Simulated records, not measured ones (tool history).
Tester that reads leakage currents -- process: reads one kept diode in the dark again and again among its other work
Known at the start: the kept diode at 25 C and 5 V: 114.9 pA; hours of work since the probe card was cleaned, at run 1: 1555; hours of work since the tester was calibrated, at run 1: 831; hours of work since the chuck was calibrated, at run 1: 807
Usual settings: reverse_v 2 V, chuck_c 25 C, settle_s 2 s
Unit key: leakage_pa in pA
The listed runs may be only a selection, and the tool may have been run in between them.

run    hour  reverse_v  chuck_c  settle_s  hours of work since the probe card was cleaned  hours of work since the tester was calibrated  hours of work since the chuck was calibrated  leakage_pa
  1       0          2       25         2                                            1555                                            831                                           807       85.27
  2    22.7          2       25         2                                            1570                                            846                                           822       85.19
  3    59.8          2       36         2                                            1596                                            872                                           848      188.52
  4    95.2          2       25         2                                            1620                                            896                                           872       85.16
  5   119.4       5.81       25         2                                            1637                                            913                                           889      132.36
  6   141.8       5.81       25         2                                            1652                                            928                                           904      132.81
  7     168          2       25         2                                            1670                                            946                                           922        86.4
  8   192.8          2       25         2                                            1687                                            963                                           939       85.99
  9   223.9       3.87       25         2                                            1709                                            985                                           961      112.54
 10   249.4          2       25      4.91                                            1726                                           1002                                           978       86.02
 11   291.2          2       25         2                                            1755                                           1031                                          1007       86.83
 12   316.5          2       25         2                                            1772                                           1048                                          1024       86.27
 13   352.6          2       25         2                                            1797                                           1073                                          1049        87.5
 14   395.1          2       25         2                                            1826                                           1102                                          1078       86.97
 15   433.7          2       25      0.33                                            1853                                           1129                                          1105       89.52
 16   470.3          2       25      0.33                                            1878                                           1154                                          1130       89.29
 17   489.3          2       25       4.8                                            1891                                           1167                                          1143        87.8
 18   513.6          2       25       4.8                                            1908                                           1184                                          1160       87.67
 19   546.7       2.28       25         2                                            1931                                           1207                                          1183       92.69
 20   568.9          2       25         2                                            1946                                           1222                                          1198       88.22
 21   597.2          2       25         2                                            1965                                           1241                                          1217       88.32
 22   616.9       4.55       40      1.71                                            1979                                           1255                                          1231      359.75
 23   655.6      18.84       40      1.71                                            2006                                           1282                                          1258      642.77
 24   686.9       9.18       25      1.05                                            2027                                           1303                                          1279       166.9
 25   709.8          1       31      3.86                                            2043                                           1319                                          1295      103.83
 26     734       8.15       48      0.54                                            2060                                           1336                                          1311      781.93
 27   765.6        2.1       34         2                                            2081                                           1357                                          1333      174.68
 28   787.7        7.8       41      6.97                                            2096                                           1373                                          1348      478.95
 29   830.1        7.8       41      6.97                                            2126                                           1402                                          1378      482.17
 30   856.7          2       25      4.98                                            2144                                           1420                                          1396       89.92
 31   875.3      18.36       25      4.98                                            2157                                           1433                                          1409      223.72
      888.2  -- chuck's temperature calibrated
 32   896.5      18.36       25      4.98                                            2170                                           1446                                             6      202.22
 33   929.4          2       21      2.01                                            2193                                           1469                                            28       59.97
 34   948.8      18.82       33      0.48                                            2206                                           1482                                            42      374.46
 35   978.1      18.82       33      0.48                                            2226                                           1502                                            62       374.7
 36  1019.8       2.37       37      5.82                                            2255                                           1531                                            90      208.95
 37  1047.2       2.37       37      5.82                                            2274                                           1550                                           109      207.84
 38  1069.8       2.37       37      5.82                                            2289                                           1565                                           125      209.02
 39  1092.5       2.18       37      1.62                                            2305                                           1581                                           140      202.79
 40  1110.2       2.18       37      1.62                                            2317                                           1593                                           153       202.6

Hidden state or all else? Some run-to-run changes of leakage_pa, split into what the settings, what came in and random variation would give without the hidden state, and what is left for the hidden state (with any gauge scatter that isn't in both results):
Hidden conditions of the tool in this case: stray current of the dirty probe card, pA a volt; current scale over the true one, %; true chuck temperature over the reading, C; drift of the gauge itself on leakage_pa, %.
Run 23 -> 24: reverse_v 18.84 -> 9.18, chuck_c 40 -> 25, settle_s 1.71 -> 1.05. leakage_pa -475.87 pA: hidden state -40.69, all else -435.18.
Run 25 -> 26: reverse_v 1 -> 8.15, chuck_c 31 -> 48, settle_s 3.86 -> 0.54. leakage_pa +678.1 pA: hidden state +57.22, all else +620.88.
Run 26 -> 27: reverse_v 8.15 -> 2.1, chuck_c 48 -> 34, settle_s 0.54 -> 2. leakage_pa -607.25 pA: hidden state -50.3, all else -556.95.
